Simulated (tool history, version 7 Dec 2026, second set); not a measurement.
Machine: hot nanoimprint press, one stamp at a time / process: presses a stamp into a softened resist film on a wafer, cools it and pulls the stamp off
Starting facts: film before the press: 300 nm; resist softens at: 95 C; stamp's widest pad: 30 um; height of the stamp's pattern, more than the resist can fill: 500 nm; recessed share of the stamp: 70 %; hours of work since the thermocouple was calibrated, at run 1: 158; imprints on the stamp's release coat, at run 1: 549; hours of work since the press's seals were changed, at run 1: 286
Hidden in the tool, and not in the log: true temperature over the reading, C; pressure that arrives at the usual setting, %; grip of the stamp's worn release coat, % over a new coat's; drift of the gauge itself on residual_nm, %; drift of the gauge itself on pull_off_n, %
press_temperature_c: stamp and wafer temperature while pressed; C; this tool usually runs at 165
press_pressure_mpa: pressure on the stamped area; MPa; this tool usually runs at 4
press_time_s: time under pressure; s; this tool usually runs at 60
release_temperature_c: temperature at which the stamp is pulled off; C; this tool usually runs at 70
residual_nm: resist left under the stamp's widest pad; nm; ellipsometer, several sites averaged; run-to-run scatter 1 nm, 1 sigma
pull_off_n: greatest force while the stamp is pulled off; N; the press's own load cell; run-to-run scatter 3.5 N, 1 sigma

run   hour  press_temperature_c  press_pressure_mpa  press_time_s  release_temperature_c  hours of work since the thermocouple was calibrated  imprints on the stamp's release coat  hours of work since the press's seals were changed  residual_nm  pull_off_n
  1      0                  165                   4            60                     70                                                  158                                   549                                                 286        169.2         181
  2   31.8                  165                5.23            60                     70                                                  176                                   682                                                 304        147.9         184
  3   63.1                  165                5.23            60                     70                                                  194                                   812                                                 322          147         188
  4  117.8                  165                5.23            60                     70                                                  225                                  1040                                                 353        149.9         195
  5  143.6                  165                   4            46                     70                                                  240                                  1147                                                 368        183.5         192
     162.1  -- stamp cleaned and given a new release coat
  6  194.2                  165                   4            46                     70                                                  266                                   134                                                 394          183         169
  7  251.8                  165                   4            67                     71                                                  299                                   373                                                 427        165.7         166
  8  287.5                  163                   4            62                     62                                                  319                                   522                                                 447        179.7         207
  9  343.8                  169                   4           119                     73                                                  352                                   756                                                 480        122.3         172
 10  382.9                  160                   4           119                     72                                                  374                                   919                                                 502        157.6         175
     396.3  -- plate thermocouple calibrated
 11  428.3                  176                 4.1            88                     76                                                   18                                  1095                                                 527        106.3         168
     459.8  -- stamp cleaned and given a new release coat
 12  459.8                  176                 4.1            88                     76                                                   33                                     0                                                 541        107.1         151

Below are 4 alternative next runs, each starting from the tool's condition after run 12. Predict each:
  A  512.6                  174                4.46            88                     62                                                   63                                   219                                                 571            ?           ?
  B  512.6                  165                2.69            60                     66                                                   63                                   219                                                 571            ?           ?
  C  512.6                  165                5.08           104                     70                                                   63                                   219                                                 571            ?           ?
  D  512.6                  174                 4.1            88                     76                                                   63                                   219                                                 571            ?           ?

run  residual_nm  pull_off_n
  A        108.8         193
  B        200.5         184
  C        125.1         168
  D        113.9         151
The same runs, with their run-to-run variation unchanged, on a tool lacking any hidden condition would have given:
run  residual_nm  pull_off_n
  A        106.1         188
  B        198.2         178
  C        121.7         163
  D        111.3         146

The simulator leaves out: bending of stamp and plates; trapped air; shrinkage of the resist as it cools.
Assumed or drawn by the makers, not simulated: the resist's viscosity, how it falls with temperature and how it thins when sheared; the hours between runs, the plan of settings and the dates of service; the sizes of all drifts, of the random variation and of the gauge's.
